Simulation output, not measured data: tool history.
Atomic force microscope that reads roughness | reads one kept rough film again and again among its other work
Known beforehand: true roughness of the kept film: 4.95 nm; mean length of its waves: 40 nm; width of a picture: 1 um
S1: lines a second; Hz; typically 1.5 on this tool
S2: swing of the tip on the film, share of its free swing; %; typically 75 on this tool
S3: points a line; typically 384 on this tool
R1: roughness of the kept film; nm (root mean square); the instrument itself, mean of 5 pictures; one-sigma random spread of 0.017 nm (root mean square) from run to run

run   hour    S1  S2   S3     R1
  1      0   1.5  75  384  3.595
      29.2  -- new tip fitted
  2     44  1.26  75  384  4.046
  3   82.4  1.26  75  384   3.94
  4  119.4  1.26  75  384  3.917
  5  172.7  1.26  75  384  3.776
  6  208.4  1.26  75  384  3.696
     215.1  -- height scale calibrated on a step standard
     272.6  -- new tip fitted
  7  272.6   1.5  75  384  4.031
  8  311.3  1.41  68  447  4.015
  9  347.7  1.41  68  447  3.947
 10  409.2  0.77  75  941  3.874
 11    442  1.84  55  327   3.81
 12  477.5  1.84  82  327  3.461
     514.4  -- new tip fitted
 13  523.2  2.77  64  386  4.007

Alternative continuations, all from the tool just after run 13; predict every row:
     540.2  -- height scale calibrated on a step standard, once more
  A  583.8  1.76  66  440   ?
     540.2  -- height scale calibrated on a step standard, once more
  B  583.8  2.77  69  386   ?
     540.2  -- height scale calibrated on a step standard, once more
  C  583.8  0.74  82  386   ?

run     R1
  A  4.029
  B  3.867
  C  4.026
With no hidden state in the tool, these same runs would have given:
run     R1
  A  4.208
  B  4.038
  C  4.205

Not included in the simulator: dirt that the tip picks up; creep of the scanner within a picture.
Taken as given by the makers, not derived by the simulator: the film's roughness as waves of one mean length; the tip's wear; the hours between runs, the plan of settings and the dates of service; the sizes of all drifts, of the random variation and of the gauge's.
